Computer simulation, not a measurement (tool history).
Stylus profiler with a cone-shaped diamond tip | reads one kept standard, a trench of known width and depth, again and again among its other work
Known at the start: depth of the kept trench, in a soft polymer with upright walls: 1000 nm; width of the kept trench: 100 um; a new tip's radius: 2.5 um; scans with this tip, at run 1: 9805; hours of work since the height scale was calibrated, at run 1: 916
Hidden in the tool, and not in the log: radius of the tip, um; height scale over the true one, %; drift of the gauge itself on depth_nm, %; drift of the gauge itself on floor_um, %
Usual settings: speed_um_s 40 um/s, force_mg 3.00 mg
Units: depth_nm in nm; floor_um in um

| run | hour | speed_um_s | force_mg | scans with this tip | hours of work since the height scale was calibrated | depth_nm | floor_um |
|---|---|---|---|---|---|---|---|
| 1 | 0.0 | 40 | 3.00 | 9805 | 916 | 1019.58 | 94.60 |
| 2 | 32.7 | 40 | 3.00 | 10033 | 937 | 1020.07 | 94.55 |
| 3 | 70.1 | 40 | 3.00 | 10294 | 961 | 1020.54 | 94.55 |
| 4 | 92.6 | 40 | 3.00 | 10450 | 976 | 1020.12 | 94.58 |
| 5 | 137.4 | 40 | 3.00 | 10763 | 1005 | 1020.08 | 94.52 |
| 6 | 156.8 | 40 | 3.00 | 10897 | 1018 | 1020.13 | 94.51 |
| 7 | 183.5 | 122 | 3.00 | 11083 | 1035 | 1019.97 | 94.06 |
| 8 | 218.0 | 122 | 3.00 | 11324 | 1058 | 1020.41 | 94.01 |
| 9 | 256.5 | 122 | 3.00 | 11592 | 1083 | 1020.48 | 93.94 |
|  | 278.7 | height scale calibrated on a step standard |
| 10 | 302.3 | 122 | 3.00 | 11908 | 15 | 1015.61 | 93.95 |
| 11 | 335.3 | 56 | 1.06 | 12138 | 37 | 1007.26 | 94.09 |
| 12 | 365.0 | 32 | 3.39 | 12344 | 56 | 1016.85 | 94.40 |
| 13 | 390.8 | 61 | 2.80 | 12524 | 73 | 1014.89 | 94.19 |
| 14 | 436.2 | 16 | 6.48 | 12840 | 102 | 1026.52 | 94.43 |
| 15 | 472.2 | 130 | 7.71 | 13091 | 126 | 1029.95 | 94.08 |
| 16 | 519.1 | 130 | 7.71 | 13418 | 156 | 1030.00 | 94.00 |
| 17 | 544.4 | 26 | 2.73 | 13594 | 173 | 1014.94 | 94.24 |
| 18 | 566.5 | 60 | 1.92 | 13748 | 187 | 1012.01 | 94.07 |
| 19 | 590.4 | 40 | 1.05 | 13915 | 203 | 1008.41 | 94.07 |
| 20 | 612.6 | 40 | 1.05 | 14069 | 217 | 1008.03 | 94.04 |

5 ways to go on from here, each from the tool as it stands after run 20. What would each give?
| A | 633.8 | 40 | 1.05 | 14217 | 231 | ? | ? |
| B | 633.8 | 14 | 8.14 | 14217 | 231 | ? | ? |
| C | 633.8 | 38 | 1.38 | 14217 | 231 | ? | ? |
| D | 633.8 | 80 | 6.21 | 14217 | 231 | ? | ? |
| E | 633.8 | 27 | 2.29 | 14217 | 231 | ? | ? |

| run | depth_nm | floor_um |
|---|---|---|
| A | 1008.05 | 94.05 |
| B | 1031.45 | 94.31 |
| C | 1010.17 | 94.05 |
| D | 1026.09 | 93.99 |
| E | 1013.89 | 94.20 |
Without the tool's hidden state the same runs would have given:
| run | depth_nm | floor_um |
|---|---|---|
| A | 1007.57 | 95.71 |
| B | 1030.96 | 95.97 |
| C | 1009.69 | 95.71 |
| D | 1025.60 | 95.65 |
| E | 1013.41 | 95.86 |
